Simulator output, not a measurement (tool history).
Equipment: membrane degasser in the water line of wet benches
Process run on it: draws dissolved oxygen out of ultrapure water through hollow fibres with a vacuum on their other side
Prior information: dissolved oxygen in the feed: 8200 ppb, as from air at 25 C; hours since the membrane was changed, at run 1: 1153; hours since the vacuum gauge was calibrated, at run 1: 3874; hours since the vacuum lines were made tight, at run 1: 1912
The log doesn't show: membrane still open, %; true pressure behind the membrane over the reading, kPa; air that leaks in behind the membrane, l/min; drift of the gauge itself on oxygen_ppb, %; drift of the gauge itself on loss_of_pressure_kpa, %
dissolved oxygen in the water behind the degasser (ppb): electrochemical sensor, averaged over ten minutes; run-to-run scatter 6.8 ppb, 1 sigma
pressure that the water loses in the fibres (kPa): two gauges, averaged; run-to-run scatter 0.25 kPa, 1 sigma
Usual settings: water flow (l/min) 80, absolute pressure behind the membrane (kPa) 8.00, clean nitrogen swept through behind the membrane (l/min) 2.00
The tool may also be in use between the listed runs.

run	hour	water flow (l/min)	absolute pressure behind the membrane (kPa)	clean nitrogen swept through behind the membrane (l/min)	hours since the membrane was changed	hours since the vacuum gauge was calibrated	hours since the vacuum lines were made tight	dissolved oxygen in the water behind the degasser (ppb)	pressure that the water loses in the fibres (kPa)
1	0.0	80	8.00	2.00	1153	3874	1912	686.2	68.08
2	46.4	80	8.00	2.00	1199	3920	1958	685.3	67.92
3	80.6	121	8.00	2.00	1233	3954	1993	1118.1	103.60
4	129.0	121	8.00	2.00	1282	4003	2041	1114.8	102.84
5	194.6	121	8.00	2.00	1348	4068	2107	1114.4	103.46
6	261.2	121	8.00	2.00	1414	4135	2173	1133.1	103.40
7	300.2	121	8.00	2.00	1453	4174	2212	1129.5	103.60
8	380.5	80	8.00	2.40	1533	4254	2292	639.7	68.17
9	437.1	80	8.00	2.00	1590	4311	2349	684.5	68.71
10	502.0	80	8.00	2.00	1655	4376	2414	697.3	68.46
11	576.1	80	5.85	2.00	1729	4450	2488	543.7	68.68
12	627.9	80	5.85	2.00	1781	4502	2540	545.1	68.16
13	691.3	80	5.85	2.00	1844	4565	2603	544.9	68.30
14	771.3	80	5.85	2.00	1924	4645	2683	542.2	68.61
15	815.4	80	5.85	2.00	1968	4689	2727	540.0	68.90
16	851.9	83	5.59	5.12	2005	4726	2764	457.0	71.23
17	905.6	54	15.01	2.91	2059	4779	2818	604.7	46.17
18	977.9	54	15.01	2.91	2131	4852	2890	589.3	46.05
19	1022.2	54	15.01	2.91	2175	4896	2934	606.0	46.42
20	1101.4	53	15.01	0.88	2254	4975	3013	1270.4	45.24
21	1144.4	91	6.85	2.07	2297	5018	3056	725.9	78.56
22	1197.8	91	6.85	2.07	2351	5072	3110	727.7	78.18
23	1263.3	64	7.10	1.81	2416	5137	3175	491.4	55.12
24	1310.5	58	7.10	3.23	2463	5184	3222	325.6	49.61
25	1353.7	80	12.49	1.99	2507	5228	3266	1000.2	68.33
26	1408.9	51	9.92	2.00	2562	5283	3321	484.3	43.34
27	1478.0	51	9.92	2.00	2631	5352	3390	483.4	43.55
28	1532.1	51	9.92	2.00	2685	5406	3444	488.8	43.53
29	1593.8	51	9.92	2.00	2747	5468	3506	487.5	44.00

Table of differences, measured result less the result of that run with no hidden state. Run-to-run variation is the same in both. Gauge scatter possibly is not:
run	dissolved oxygen in the water behind the degasser (ppb)	pressure that the water loses in the fibres (kPa)
1	+12.7	+0.35
2	+13.0	+0.37
3	+17.7	+0.57
4	+18.1	+0.59
5	+18.8	+0.62
6	+19.6	+0.66
7	+19.9	+0.67
8	+14.2	+0.47
9	+15.3	+0.49
10	+16.0	+0.51
11	+17.0	+0.54
12	+17.3	+0.55
13	+17.7	+0.57
14	+18.2	+0.60
15	+18.3	+0.61
16	+14.8	+0.64
17	+11.0	+0.43
18	+11.0	+0.45
19	+11.4	+0.46
20	+15.0	+0.46
21	+22.8	+0.81
22	+23.2	+0.83
23	+17.6	+0.59
24	+12.8	+0.55
25	+20.2	+0.78
26	+13.7	+0.50
27	+14.0	+0.52
28	+14.4	+0.53
29	+14.6	+0.55
